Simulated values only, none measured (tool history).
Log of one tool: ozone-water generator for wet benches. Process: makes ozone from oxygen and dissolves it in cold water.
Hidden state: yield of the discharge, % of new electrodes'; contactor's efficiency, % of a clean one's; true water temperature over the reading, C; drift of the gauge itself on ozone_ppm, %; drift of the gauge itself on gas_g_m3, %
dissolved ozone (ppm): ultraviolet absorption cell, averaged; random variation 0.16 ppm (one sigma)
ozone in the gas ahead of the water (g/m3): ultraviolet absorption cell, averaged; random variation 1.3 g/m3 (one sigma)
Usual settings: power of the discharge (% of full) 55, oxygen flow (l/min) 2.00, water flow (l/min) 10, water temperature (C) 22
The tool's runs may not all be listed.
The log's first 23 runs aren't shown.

| run | day | power of the discharge (% of full) | oxygen flow (l/min) | water flow (l/min) | water temperature (C) | hours of work since the electrodes were changed | hours of work since the contactor was cleaned | hours of work since the thermometer was calibrated | dissolved ozone (ppm) | ozone in the gas ahead of the water (g/m3) |
|---|---|---|---|---|---|---|---|---|---|---|
| 24 | 23.392 | 48 | 2.49 | 10 | 18 | 1042 | 2478 | 97 | 19.2 | 196.0 |
| 25 | 24.821 | 48 | 2.49 | 10 | 18 | 1075 | 2510 | 130 | 19.2 | 196.1 |
| 26 | 26.167 | 48 | 2.49 | 10 | 15 | 1105 | 2541 | 160 | 20.1 | 193.0 |
| 27 | 27.429 | 48 | 1.87 | 12 | 29 | 1133 | 2569 | 188 | 14.1 | 231.9 |
| 28 | 28.446 | 80 | 1.87 | 12 | 29 | 1156 | 2592 | 211 | 18.9 | 303.8 |
| 29 | 29.588 | 80 | 1.87 | 12 | 29 | 1182 | 2618 | 237 | 19.1 | 307.3 |
| 30 | 30.542 | 63 | 1.21 | 9 | 24 | 1203 | 2639 | 258 | 22.7 | 350.4 |
| 31 | 31.346 | 55 | 2.08 | 11 | 22 | 1222 | 2657 | 277 | 18.1 | 235.1 |

3 ways to go on from here, each from the tool as it stands after run 31. What would each give?
| A | 32.267 | 55 | 2.74 | 11 | 18 | 1242 | 2678 | 297 | ? | ? |
| B | 32.267 | 55 | 2.08 | 9 | 22 | 1242 | 2678 | 297 | ? | ? |
| C | 32.267 | 64 | 2.03 | 14 | 22 | 1242 | 2678 | 297 | ? | ? |

| run | dissolved ozone (ppm) | ozone in the gas ahead of the water (g/m3) |
|---|---|---|
| A | 18.8 | 197.9 |
| B | 21.7 | 235.7 |
| C | 15.6 | 257.5 |
Without the tool's hidden state the same runs would have given:
| run | dissolved ozone (ppm) | ozone in the gas ahead of the water (g/m3) |
|---|---|---|
| A | 19.1 | 198.8 |
| B | 22.0 | 236.8 |
| C | 15.9 | 258.8 |

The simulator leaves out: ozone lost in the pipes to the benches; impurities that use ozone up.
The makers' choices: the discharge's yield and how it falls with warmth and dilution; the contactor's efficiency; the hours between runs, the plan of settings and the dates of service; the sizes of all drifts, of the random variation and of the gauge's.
